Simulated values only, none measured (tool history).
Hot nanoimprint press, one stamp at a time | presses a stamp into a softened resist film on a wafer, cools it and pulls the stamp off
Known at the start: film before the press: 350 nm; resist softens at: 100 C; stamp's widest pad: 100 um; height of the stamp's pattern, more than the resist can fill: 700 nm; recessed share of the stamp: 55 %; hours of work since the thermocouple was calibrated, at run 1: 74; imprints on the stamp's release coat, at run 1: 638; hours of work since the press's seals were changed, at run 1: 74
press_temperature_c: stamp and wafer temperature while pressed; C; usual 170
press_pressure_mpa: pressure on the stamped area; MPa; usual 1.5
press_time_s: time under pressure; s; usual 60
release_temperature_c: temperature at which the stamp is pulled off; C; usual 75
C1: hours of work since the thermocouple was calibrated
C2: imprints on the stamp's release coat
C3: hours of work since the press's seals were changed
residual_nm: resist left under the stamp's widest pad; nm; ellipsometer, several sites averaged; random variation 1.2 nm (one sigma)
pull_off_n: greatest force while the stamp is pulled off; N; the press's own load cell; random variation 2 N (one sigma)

run 1 hour=0 | press_temperature_c=170 press_pressure_mpa=1.5 press_time_s=60 release_temperature_c=75 | C1=74 C2=638 C3=74 | residual_nm=180.6 pull_off_n=216
run 2 hour=24.8 | press_temperature_c=174 press_pressure_mpa=1.5 press_time_s=60 release_temperature_c=75 | C1=90 C2=717 C3=90 | residual_nm=145.5 pull_off_n=218
run 3 hour=81 | press_temperature_c=174 press_pressure_mpa=1.5 press_time_s=60 release_temperature_c=75 | C1=127 C2=895 C3=127 | residual_nm=148.5 pull_off_n=226
run 4 hour=129.7 | press_temperature_c=170 press_pressure_mpa=1.5 press_time_s=60 release_temperature_c=75 | C1=159 C2=1049 C3=159 | residual_nm=186 pull_off_n=227
run 5 hour=153.7 | press_temperature_c=170 press_pressure_mpa=1.5 press_time_s=60 release_temperature_c=66 | C1=175 C2=1125 C3=175 | residual_nm=184.7 pull_off_n=286
-- hour=162.2 stamp cleaned and given a new release coat
run 6 hour=199.4 | press_temperature_c=170 press_pressure_mpa=1.24 press_time_s=60 release_temperature_c=66 | C1=201 C2=117 C3=201 | residual_nm=202.2 pull_off_n=264
run 7 hour=250.7 | press_temperature_c=170 press_pressure_mpa=1.24 press_time_s=60 release_temperature_c=66 | C1=234 C2=280 C3=234 | residual_nm=204.6 pull_off_n=265
run 8 hour=301.9 | press_temperature_c=170 press_pressure_mpa=1.24 press_time_s=60 release_temperature_c=67 | C1=268 C2=442 C3=268 | residual_nm=205.7 pull_off_n=268
-- hour=347.9 plate thermocouple calibrated
run 9 hour=354.8 | press_temperature_c=170 press_pressure_mpa=1.5 press_time_s=60 release_temperature_c=75 | C1=5 C2=600 C3=301 | residual_nm=174.8 pull_off_n=209
run 10 hour=380.7 | press_temperature_c=170 press_pressure_mpa=1.5 press_time_s=60 release_temperature_c=75 | C1=22 C2=682 C3=318 | residual_nm=175.4 pull_off_n=216
run 11 hour=408.2 | press_temperature_c=170 press_pressure_mpa=1.5 press_time_s=60 release_temperature_c=75 | C1=40 C2=769 C3=336 | residual_nm=176.4 pull_off_n=216
run 12 hour=460.9 | press_temperature_c=170 press_pressure_mpa=1.5 press_time_s=54 release_temperature_c=75 | C1=74 C2=936 C3=371 | residual_nm=185.4 pull_off_n=221
run 13 hour=484.2 | press_temperature_c=170 press_pressure_mpa=1.5 press_time_s=54 release_temperature_c=75 | C1=90 C2=1010 C3=386 | residual_nm=184.5 pull_off_n=226
run 14 hour=514.6 | press_temperature_c=170 press_pressure_mpa=2.19 press_time_s=60 release_temperature_c=75 | C1=110 C2=1106 C3=406 | residual_nm=154.8 pull_off_n=224
-- hour=529.5 stamp cleaned and given a new release coat
run 15 hour=551.7 | press_temperature_c=170 press_pressure_mpa=2.19 press_time_s=60 release_temperature_c=75 | C1=130 C2=71 C3=426 | residual_nm=155.7 pull_off_n=203
run 16 hour=582.8 | press_temperature_c=182 press_pressure_mpa=2.19 press_time_s=84 release_temperature_c=75 | C1=150 C2=169 C3=447 | residual_nm=69.2 pull_off_n=207
run 17 hour=610 | press_temperature_c=168 press_pressure_mpa=1.49 press_time_s=49 release_temperature_c=77 | C1=168 C2=255 C3=465 | residual_nm=214.4 pull_off_n=196
run 18 hour=644.8 | press_temperature_c=176 press_pressure_mpa=1.07 press_time_s=60 release_temperature_c=65 | C1=191 C2=366 C3=488 | residual_nm=157.3 pull_off_n=270
run 19 hour=699.9 | press_temperature_c=174 press_pressure_mpa=1.11 press_time_s=60 release_temperature_c=75 | C1=227 C2=540 C3=524 | residual_nm=172.5 pull_off_n=216
run 20 hour=723.5 | press_temperature_c=172 press_pressure_mpa=1.5 press_time_s=94 release_temperature_c=72 | C1=243 C2=615 C3=539 | residual_nm=142.3 pull_off_n=238
run 21 hour=750.5 | press_temperature_c=174 press_pressure_mpa=1.5 press_time_s=64 release_temperature_c=81 | C1=261 C2=700 C3=557 | residual_nm=149 pull_off_n=181

The next listed run, before its measurement:
-- hour=808.3 plate thermocouple calibrated
run 22 hour=808.8 | press_temperature_c=165 press_pressure_mpa=1.13 press_time_s=60 release_temperature_c=75 | C1=0 C2=875 C3=593 | residual_nm=? pull_off_n=?

Run 22 gave residual_nm 246.1 nm, pull_off_n 219 N.
Without the tool's hidden state the same run would have given residual_nm 242.4 nm, pull_off_n 200 N.
